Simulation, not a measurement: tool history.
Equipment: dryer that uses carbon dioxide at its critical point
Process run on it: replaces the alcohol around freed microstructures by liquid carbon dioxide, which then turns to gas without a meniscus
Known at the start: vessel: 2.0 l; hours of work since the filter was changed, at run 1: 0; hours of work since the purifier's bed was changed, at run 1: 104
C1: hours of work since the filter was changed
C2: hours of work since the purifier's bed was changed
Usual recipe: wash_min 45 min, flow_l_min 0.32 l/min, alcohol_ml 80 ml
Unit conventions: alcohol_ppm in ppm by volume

run 1 day=0 | wash_min=45 flow_l_min=0.32 alcohol_ml=80 | C1=0 C2=104 | alcohol_ppm=310
run 2 day=0.929 | wash_min=45 flow_l_min=0.32 alcohol_ml=80 | C1=7 C2=111 | alcohol_ppm=311
run 3 day=2.333 | wash_min=45 flow_l_min=0.32 alcohol_ml=80 | C1=18 C2=122 | alcohol_ppm=325
run 4 day=3.004 | wash_min=45 flow_l_min=0.32 alcohol_ml=80 | C1=23 C2=127 | alcohol_ppm=350
run 5 day=4.062 | wash_min=45 flow_l_min=0.32 alcohol_ml=22 | C1=32 C2=135 | alcohol_ppm=131
run 6 day=4.967 | wash_min=45 flow_l_min=0.32 alcohol_ml=100 | C1=39 C2=142 | alcohol_ppm=418
run 7 day=5.846 | wash_min=45 flow_l_min=0.32 alcohol_ml=107 | C1=46 C2=149 | alcohol_ppm=453
run 8 day=7.075 | wash_min=45 flow_l_min=0.32 alcohol_ml=80 | C1=55 C2=159 | alcohol_ppm=373
run 9 day=7.808 | wash_min=45 flow_l_min=0.32 alcohol_ml=80 | C1=61 C2=165 | alcohol_ppm=373
run 10 day=8.554 | wash_min=45 flow_l_min=0.32 alcohol_ml=80 | C1=67 C2=170 | alcohol_ppm=372
run 11 day=9.458 | wash_min=45 flow_l_min=0.32 alcohol_ml=32 | C1=74 C2=177 | alcohol_ppm=197
run 12 day=10.221 | wash_min=45 flow_l_min=0.32 alcohol_ml=80 | C1=80 C2=183 | alcohol_ppm=387
run 13 day=11.146 | wash_min=45 flow_l_min=0.32 alcohol_ml=80 | C1=87 C2=191 | alcohol_ppm=416
run 14 day=12.262 | wash_min=45 flow_l_min=0.32 alcohol_ml=80 | C1=96 C2=199 | alcohol_ppm=405
run 15 day=13.029 | wash_min=45 flow_l_min=0.32 alcohol_ml=80 | C1=102 C2=205 | alcohol_ppm=426
run 16 day=13.633 | wash_min=58 flow_l_min=0.32 alcohol_ml=80 | C1=106 C2=210 | alcohol_ppm=163
run 17 day=14.392 | wash_min=58 flow_l_min=0.32 alcohol_ml=80 | C1=112 C2=216 | alcohol_ppm=167
run 18 day=15.358 | wash_min=58 flow_l_min=0.32 alcohol_ml=80 | C1=120 C2=223 | alcohol_ppm=173
run 19 day=16.3 | wash_min=28 flow_l_min=0.32 alcohol_ml=80 | C1=127 C2=231 | alcohol_ppm=2286
run 20 day=17.367 | wash_min=45 flow_l_min=0.238 alcohol_ml=80 | C1=135 C2=239 | alcohol_ppm=1327
run 21 day=18.108 | wash_min=45 flow_l_min=0.238 alcohol_ml=80 | C1=141 C2=245 | alcohol_ppm=1331
run 22 day=19.458 | wash_min=45 flow_l_min=0.238 alcohol_ml=80 | C1=152 C2=255 | alcohol_ppm=1348
run 23 day=20.438 | wash_min=39 flow_l_min=0.427 alcohol_ml=115 | C1=159 C2=263 | alcohol_ppm=381
run 24 day=21.612 | wash_min=39 flow_l_min=0.427 alcohol_ml=115 | C1=169 C2=272 | alcohol_ppm=393
-- day=22.333 inlet filter changed
run 25 day=22.962 | wash_min=52 flow_l_min=0.542 alcohol_ml=36 | C1=5 C2=283 | alcohol_ppm=106
run 26 day=24.333 | wash_min=52 flow_l_min=0.542 alcohol_ml=36 | C1=16 C2=293 | alcohol_ppm=105
run 27 day=25.346 | wash_min=52 flow_l_min=0.542 alcohol_ml=36 | C1=23 C2=301 | alcohol_ppm=111
run 28 day=26.762 | wash_min=46 flow_l_min=0.542 alcohol_ml=27 | C1=35 C2=312 | alcohol_ppm=112
run 29 day=28.138 | wash_min=46 flow_l_min=0.542 alcohol_ml=27 | C1=45 C2=323 | alcohol_ppm=116
run 30 day=29.15 | wash_min=40 flow_l_min=0.386 alcohol_ml=28 | C1=53 C2=331 | alcohol_ppm=182
run 31 day=30.433 | wash_min=40 flow_l_min=0.386 alcohol_ml=28 | C1=63 C2=341 | alcohol_ppm=191
run 32 day=31.15 | wash_min=44 flow_l_min=0.386 alcohol_ml=54 | C1=69 C2=346 | alcohol_ppm=212
run 33 day=31.967 | wash_min=44 flow_l_min=0.386 alcohol_ml=54 | C1=75 C2=353 | alcohol_ppm=215
run 34 day=33.129 | wash_min=33 flow_l_min=0.543 alcohol_ml=80 | C1=84 C2=362 | alcohol_ppm=236
run 35 day=34.304 | wash_min=27 flow_l_min=0.543 alcohol_ml=29 | C1=93 C2=371 | alcohol_ppm=251
run 36 day=35.204 | wash_min=27 flow_l_min=0.543 alcohol_ml=29 | C1=100 C2=378 | alcohol_ppm=247
run 37 day=36.3 | wash_min=71 flow_l_min=0.32 alcohol_ml=46 | C1=109 C2=387 | alcohol_ppm=146
run 38 day=37.062 | wash_min=35 flow_l_min=0.197 alcohol_ml=80 | C1=115 C2=392 | alcohol_ppm=4149
run 39 day=37.867 | wash_min=41 flow_l_min=0.448 alcohol_ml=80 | C1=121 C2=399 | alcohol_ppm=249
run 40 day=39.042 | wash_min=45 flow_l_min=0.32 alcohol_ml=60 | C1=130 C2=408 | alcohol_ppm=406
run 41 day=40.204 | wash_min=45 flow_l_min=0.515 alcohol_ml=59 | C1=139 C2=417 | alcohol_ppm=167
run 42 day=41.042 | wash_min=45 flow_l_min=0.515 alcohol_ml=59 | C1=146 C2=424 | alcohol_ppm=164
run 43 day=42.371 | wash_min=32 flow_l_min=0.422 alcohol_ml=27 | C1=156 C2=434 | alcohol_ppm=331
run 44 day=43.458 | wash_min=47 flow_l_min=0.228 alcohol_ml=36 | C1=165 C2=442 | alcohol_ppm=741

Below are 5 alternative next runs, each starting from the tool's condition after run 44. Predict each:
run A day=44.379 | wash_min=28 flow_l_min=0.32 alcohol_ml=47 | C1=172 C2=450 | alcohol_ppm=?
run B day=44.379 | wash_min=37 flow_l_min=0.491 alcohol_ml=60 | C1=172 C2=450 | alcohol_ppm=?
run C day=44.379 | wash_min=50 flow_l_min=0.228 alcohol_ml=97 | C1=172 C2=450 | alcohol_ppm=?
run D day=44.379 | wash_min=47 flow_l_min=0.365 alcohol_ml=107 | C1=172 C2=450 | alcohol_ppm=?
run E day=44.379 | wash_min=36 flow_l_min=0.228 alcohol_ml=36 | C1=172 C2=450 | alcohol_ppm=?

run=A alcohol_ppm=1495
run=B alcohol_ppm=266
run=C alcohol_ppm=1430
run=D alcohol_ppm=390
run=E alcohol_ppm=1453
With no hidden state in the tool, these same runs would have given:
run=A alcohol_ppm=1006
run=B alcohol_ppm=70
run=C alcohol_ppm=884
run=D alcohol_ppm=140
run=E alcohol_ppm=997
